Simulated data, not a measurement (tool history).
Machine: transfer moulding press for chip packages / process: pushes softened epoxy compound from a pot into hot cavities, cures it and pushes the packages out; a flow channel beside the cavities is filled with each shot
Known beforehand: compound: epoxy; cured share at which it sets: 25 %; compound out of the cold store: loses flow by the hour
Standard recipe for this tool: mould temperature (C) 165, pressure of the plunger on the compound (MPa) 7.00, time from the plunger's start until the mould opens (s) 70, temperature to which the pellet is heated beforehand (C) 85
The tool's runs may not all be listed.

| run | hour | mould temperature (C) | pressure of the plunger on the compound (MPa) | time from the plunger's start until the mould opens (s) | temperature to which the pellet is heated beforehand (C) | incoming compound's hours out of the cold store | length that the compound runs in the flow channel (mm) | greatest force on the pins that push the packages out (N) |
|---|---|---|---|---|---|---|---|---|
| 1 | 0.0 | 165 | 7.00 | 70 | 85 | 29.6 | 682 | 493 |
|  | 4.0 | cavities cleaned with cleaning compound and waxed |
| 2 | 24.7 | 165 | 7.00 | 70 | 85 | 39.7 | 671 | 552 |
| 3 | 44.5 | 165 | 7.00 | 75 | 85 | 25.5 | 689 | 499 |
|  | 60.6 | cavities cleaned with cleaning compound and waxed |
| 4 | 82.5 | 165 | 7.00 | 75 | 85 | 44.3 | 644 | 356 |
| 5 | 98.4 | 165 | 7.00 | 75 | 85 | 22.8 | 674 | 428 |
|  | 116.6 | plunger's sealing rings changed |
|  | 119.8 | cavities cleaned with cleaning compound and waxed |
| 6 | 131.4 | 165 | 7.00 | 70 | 85 | 22.2 | 724 | 349 |
| 7 | 148.9 | 165 | 7.00 | 70 | 85 | 37.1 | 686 | 442 |
|  | 176.8 | cavities cleaned with cleaning compound and waxed |
| 8 | 177.6 | 165 | 7.00 | 70 | 85 | 19.4 | 715 | 261 |
|  | 191.6 | cavities cleaned with cleaning compound and waxed, once more |
| 9 | 195.5 | 170 | 7.00 | 70 | 85 | 21.8 | 693 | 237 |
| 10 | 212.2 | 165 | 8.39 | 70 | 91 | 18.4 | 786 | 382 |
| 11 | 245.0 | 165 | 8.39 | 55 | 91 | 26.1 | 753 | 822 |
|  | 248.8 | cavities cleaned with cleaning compound and waxed |
| 12 | 278.9 | 163 | 6.73 | 54 | 81 | 27.7 | 676 | 917 |
|  | 305.4 | cavities cleaned with cleaning compound and waxed |
| 13 | 305.4 | 163 | 6.73 | 54 | 81 | 28.1 | 668 | 545 |
| 14 | 324.8 | 163 | 6.73 | 54 | 81 | 47.3 | 634 | 814 |
| 15 | 351.4 | 165 | 7.00 | 80 | 86 | 10.1 | 700 | 401 |

Forecast each of these 5 alternatives for the next run:
|  | 364.4 | cavities cleaned with cleaning compound and waxed |
| A | 368.6 | 165 | 7.10 | 80 | 92 | 22.4 | ? | ? |
|  | 364.4 | cavities cleaned with cleaning compound and waxed |
| B | 368.6 | 164 | 7.00 | 109 | 75 | 44.0 | ? | ? |
|  | 364.4 | cavities cleaned with cleaning compound and waxed |
| C | 368.6 | 165 | 7.30 | 51 | 86 | 25.6 | ? | ? |
|  | 364.4 | cavities cleaned with cleaning compound and waxed |
| D | 368.6 | 165 | 7.00 | 50 | 85 | 8.1 | ? | ? |
|  | 364.4 | cavities cleaned with cleaning compound and waxed |
| E | 368.6 | 158 | 7.00 | 83 | 83 | 27.4 | ? | ? |

| run | length that the compound runs in the flow channel (mm) | greatest force on the pins that push the packages out (N) |
|---|---|---|
| A | 678 | 245 |
| B | 640 | 232 |
| C | 678 | 644 |
| D | 708 | 699 |
| E | 699 | 333 |
Take away the tool's hidden state, keep each run's random variation, and the runs would have read:
| run | length that the compound runs in the flow channel (mm) | greatest force on the pins that push the packages out (N) |
|---|---|---|
| A | 728 | 209 |
| B | 687 | 196 |
| C | 728 | 562 |
| D | 760 | 610 |
| E | 751 | 290 |
